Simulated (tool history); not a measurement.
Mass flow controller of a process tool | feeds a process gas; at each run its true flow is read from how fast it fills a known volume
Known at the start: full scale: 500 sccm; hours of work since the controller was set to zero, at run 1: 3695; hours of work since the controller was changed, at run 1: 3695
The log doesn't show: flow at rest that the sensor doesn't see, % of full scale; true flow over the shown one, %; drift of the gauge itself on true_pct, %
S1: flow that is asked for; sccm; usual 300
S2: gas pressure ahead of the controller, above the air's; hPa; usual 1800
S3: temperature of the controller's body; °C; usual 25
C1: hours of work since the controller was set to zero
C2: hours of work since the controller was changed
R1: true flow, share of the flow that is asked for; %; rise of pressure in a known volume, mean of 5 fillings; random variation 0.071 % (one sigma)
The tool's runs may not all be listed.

run 1 hour=0.0 | S1=300 S2=1800 S3=25 | C1=3695 C2=3695 | R1=99.54
run 2 hour=234.2 | S1=300 S2=1800 S3=29 | C1=3833 C2=3833 | R1=99.24
run 3 hour=359.7 | S1=300 S2=1800 S3=29 | C1=3907 C2=3907 | R1=99.07
run 4 hour=470.5 | S1=300 S2=1800 S3=29 | C1=3972 C2=3972 | R1=98.94
run 5 hour=595.3 | S1=300 S2=1800 S3=29 | C1=4045 C2=4045 | R1=98.88
run 6 hour=712.6 | S1=349 S2=1800 S3=25 | C1=4115 C2=4115 | R1=99.16
run 7 hour=895.3 | S1=349 S2=1800 S3=25 | C1=4222 C2=4222 | R1=99.05
run 8 hour=1095.1 | S1=349 S2=1800 S3=23 | C1=4340 C2=4340 | R1=99.19
run 9 hour=1327.6 | S1=349 S2=2290 S3=23 | C1=4477 C2=4477 | R1=98.91
run 10 hour=1444.9 | S1=349 S2=2290 S3=23 | C1=4546 C2=4546 | R1=98.58
run 11 hour=1615.4 | S1=349 S2=2290 S3=23 | C1=4646 C2=4646 | R1=98.65
run 12 hour=1732.4 | S1=349 S2=2290 S3=23 | C1=4715 C2=4715 | R1=98.44
run 13 hour=1917.7 | S1=79 S2=1540 S3=22 | C1=4824 C2=4824 | R1=97.89
run 14 hour=2105.7 | S1=245 S2=1800 S3=28 | C1=4935 C2=4935 | R1=97.99
run 15 hour=2231.2 | S1=245 S2=1800 S3=28 | C1=5009 C2=5009 | R1=97.61
run 16 hour=2337.2 | S1=300 S2=2240 S3=29 | C1=5071 C2=5071 | R1=97.58
run 17 hour=2500.4 | S1=281 S2=1430 S3=25 | C1=5167 C2=5167 | R1=98.22
run 18 hour=2707.9 | S1=208 S2=1800 S3=32 | C1=5289 C2=5289 | R1=97.25
run 19 hour=2848.1 | S1=208 S2=1800 S3=32 | C1=5372 C2=5372 | R1=97.26
run 20 hour=2967.7 | S1=227 S2=2610 S3=30 | C1=5442 C2=5442 | R1=96.75
run 21 hour=3124.8 | S1=227 S2=2610 S3=30 | C1=5535 C2=5535 | R1=96.81
run 22 hour=3378.9 | S1=97 S2=2750 S3=30 | C1=5685 C2=5685 | R1=96.16
run 23 hour=3579.6 | S1=283 S2=2750 S3=25 | C1=5803 C2=5803 | R1=96.89
-- hour=3676.2 gauge calibrated
run 24 hour=3732.6 | S1=283 S2=2750 S3=25 | C1=5893 C2=5893 | R1=98.82

Forecast each of these 4 alternatives for the next run:
run A hour=3978.2 | S1=283 S2=1480 S3=25 | C1=6038 C2=6038 | R1=?
run B hour=3978.2 | S1=214 S2=1950 S3=25 | C1=6038 C2=6038 | R1=?
run C hour=3978.2 | S1=300 S2=1560 S3=25 | C1=6038 C2=6038 | R1=?
run D hour=3978.2 | S1=111 S2=1800 S3=25 | C1=6038 C2=6038 | R1=?

run=A R1=99.37
run=B R1=98.88
run=C R1=99.46
run=D R1=98.57
Without the tool's hidden state the same runs would have given:
run=A R1=99.55
run=B R1=99.06
run=C R1=99.64
run=D R1=98.76

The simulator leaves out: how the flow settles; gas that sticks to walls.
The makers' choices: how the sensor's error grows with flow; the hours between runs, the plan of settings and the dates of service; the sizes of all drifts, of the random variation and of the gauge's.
